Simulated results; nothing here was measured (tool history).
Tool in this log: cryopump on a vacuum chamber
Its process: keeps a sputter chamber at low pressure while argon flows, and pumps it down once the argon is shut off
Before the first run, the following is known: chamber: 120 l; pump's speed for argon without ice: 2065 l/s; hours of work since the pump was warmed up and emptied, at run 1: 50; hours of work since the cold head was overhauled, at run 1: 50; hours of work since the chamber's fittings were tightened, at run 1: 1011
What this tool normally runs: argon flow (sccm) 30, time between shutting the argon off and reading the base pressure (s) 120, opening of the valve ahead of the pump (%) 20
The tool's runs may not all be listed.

run	hour	argon flow (sccm)	time between shutting the argon off and reading the base pressure (s)	opening of the valve ahead of the pump (%)	hours of work since the pump was warmed up and emptied	hours of work since the cold head was overhauled	hours of work since the chamber's fittings were tightened	pressure while argon flows (Pa)	pressure after the wait (uPa)
1	0	30	120	20	50	50	1011	0.1232	1.32
2	38.5	30	120	20	66	66	1027	0.1232	1.35
3	88	30	120	20	87	87	1049	0.1241	1.36
4	138.1	30	120	20	109	109	1070	0.1232	1.35
5	186.2	30	120	20	129	129	1090	0.1228	1.35
6	233.6	30	39	20	149	149	1110	0.1243	2.56
7	271.6	47	120	20	165	165	1127	0.1943	1.42
8	303.7	47	120	20	179	179	1140	0.1942	1.41
9	343.1	30	120	20	196	196	1157	0.1243	1.43
10	374.3	15	120	20	209	209	1170	0.0619	1.48
11	420.8	16	120	20	229	229	1190	0.0662	1.45
12	443.8	30	120	18	239	239	1200	0.1371	1.48
13	500.1	30	286	18	262	262	1224	0.1381	1.2
14	538.9	30	286	18	279	279	1240	0.1389	1.2
15	572.4	30	120	20	293	293	1254	0.1246	1.52
16	611.8	30	120	20	310	310	1271	0.1256	1.58
17	648	30	120	20	325	325	1286	0.1247	1.59
18	692.4	30	120	20	344	344	1305	0.1251	1.56
19	730.8	30	120	20	360	360	1322	0.1252	1.57
20	775.7	30	120	20	380	380	1341	0.1261	1.64
21	823.3	30	272	42	400	400	1361	0.0618	1.29
22	874.1	26	34	20	421	421	1382	0.1096	3.06
23	930.2	43	102	15	445	445	1406	0.2403	1.75
24	953.8	13	144	18	455	455	1416	0.0601	1.65
25	982.7	30	28	27	467	467	1429	0.0948	3.49
26	1032	12	28	27	488	488	1449	0.0371	3.57
27	1074.2	23	25	56	506	506	1467	0.036	3.91
28	1127.7	52	89	16	529	529	1490	0.2747	1.96
29	1178.1	30	23	15	550	550	1512	0.1684	4.03
30	1234	29	23	15	574	574	1535	0.163	4.11
31	1275.7	29	23	15	592	592	1553	0.1633	4.21
32	1299.9	30	120	15	602	602	1563	0.1686	1.87
33	1328.2	30	45	31	614	614	1575	0.0845	2.76

Branching from run 33: 3 alternative next runs. What would each branch give?
A	1383.2	13	103	20	638	638	1599	?	?
B	1383.2	30	120	33	638	638	1599	?	?
C	1383.2	30	45	43	638	638	1599	?	?

run	pressure while argon flows (Pa)	pressure after the wait (uPa)
A	0.055	1.96
B	0.0795	1.88
C	0.0625	2.79
The same runs, with their run-to-run variation unchanged, on a tool lacking any hidden condition would have given:
run	pressure while argon flows (Pa)	pressure after the wait (uPa)
A	0.0528	0.79
B	0.0743	0.69
C	0.0572	1.6
